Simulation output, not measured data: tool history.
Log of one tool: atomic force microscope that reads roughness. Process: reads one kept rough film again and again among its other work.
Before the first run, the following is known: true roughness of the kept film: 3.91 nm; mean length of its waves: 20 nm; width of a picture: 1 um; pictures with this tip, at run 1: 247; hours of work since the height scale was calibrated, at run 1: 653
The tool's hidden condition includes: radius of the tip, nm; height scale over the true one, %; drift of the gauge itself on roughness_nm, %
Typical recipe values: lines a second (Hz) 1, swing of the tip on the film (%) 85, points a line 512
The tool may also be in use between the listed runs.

run,hour,lines a second (Hz),swing of the tip on the film (%),points a line,pictures with this tip,hours of work since the height scale was calibrated,roughness of the kept film (nm (root mean square))
1,0,1,85,512,247,653,2.309
2,20.1,1,75,512,271,665,2.285
3,49.3,1,75,512,306,681,2.207
4,65.7,1,85,512,325,691,2.133
# hour 86.5: new tip fitted
5,99.9,1,85,680,16,710,2.867
6,132,1,85,680,54,729,2.739
7,154.7,1,85,680,81,742,2.658
8,174.5,1,85,680,105,753,2.576
9,201.7,1,85,680,137,769,2.513
10,240.3,0.98,85,512,183,791,2.359
11,265.7,0.86,85,512,213,806,2.309
12,294.3,0.86,85,512,247,822,2.256
13,312.5,0.86,85,512,269,833,2.189
14,352.8,0.86,85,512,317,856,2.099
# hour 379.2: new tip fitted
15,381.1,1,75,512,2,872,3.018
16,405,1,75,512,31,886,2.87
17,425.5,1,75,512,55,897,2.8
18,451,1,66,512,86,912,2.74
19,470.7,1,66,512,109,923,2.663
20,503.9,1,83,1017,149,942,2.502
21,528.3,2.34,86,512,178,956,2.242
22,557.5,0.68,77,318,213,973,2.324
# hour 560.8: height scale calibrated on a step standard
23,576.8,1.86,84,530,235,9,2.194
24,597.2,3.3,85,512,259,21,2.035
25,625.3,1,85,324,292,37,2.127
26,658.1,0.77,58,504,331,56,2.164
# hour 672.8: new tip fitted
27,687.2,0.77,58,504,18,72,2.987
# hour 702.6: height scale calibrated on a step standard, once more
28,709.7,1,68,512,43,4,2.839
29,729,1,68,512,66,15,2.726
30,767.6,1,68,512,112,37,2.599
31,800.1,0.83,85,512,151,56,2.468
32,839.4,0.57,61,321,198,79,2.386
33,860.5,1.01,75,512,223,91,2.315
34,879.8,1.01,75,512,246,102,2.289

Take each entry between the runs: how does the hidden state at the last listed run before it differ from the hidden state at the first listed run after it?
Between runs 4 and 5: new tip fitted (hour 86.5)
  radius of the tip, nm: 19.7 -> 8; height scale over the true one, %: 0.86 -> 0.87
  the result without the hidden state subtracted from the measured one, roughness of the kept film (nm (root mean square)): -0.801 -> -0.061
Between runs 14 and 15: new tip fitted (hour 379.2)
  radius of the tip, nm: 20.7 -> 7.1; height scale over the true one, %: 1.01 -> 1.03
  the result without the hidden state subtracted from the measured one, roughness of the kept film (nm (root mean square)): -0.84 -> +0.02
Between runs 22 and 23: height scale calibrated on a step standard (hour 560.8)
  radius of the tip, nm: 16 -> 17; height scale over the true one, %: 1.13 -> 1.73
  the result without the hidden state subtracted from the measured one, roughness of the kept film (nm (root mean square)): -0.605 -> -0.623
Between runs 26 and 27: new tip fitted (hour 672.8)
  radius of the tip, nm: 21.2 -> 8; height scale over the true one, %: 1.77 -> 1.79
  the result without the hidden state subtracted from the measured one, roughness of the kept film (nm (root mean square)): -0.88 -> -0.033
Between runs 27 and 28: height scale calibrated on a step standard, once more (hour 702.6)
  radius of the tip, nm: 8 -> 8.9; height scale over the true one, %: 1.79 -> 0.04
  the result without the hidden state subtracted from the measured one, roughness of the kept film (nm (root mean square)): -0.033 -> -0.165
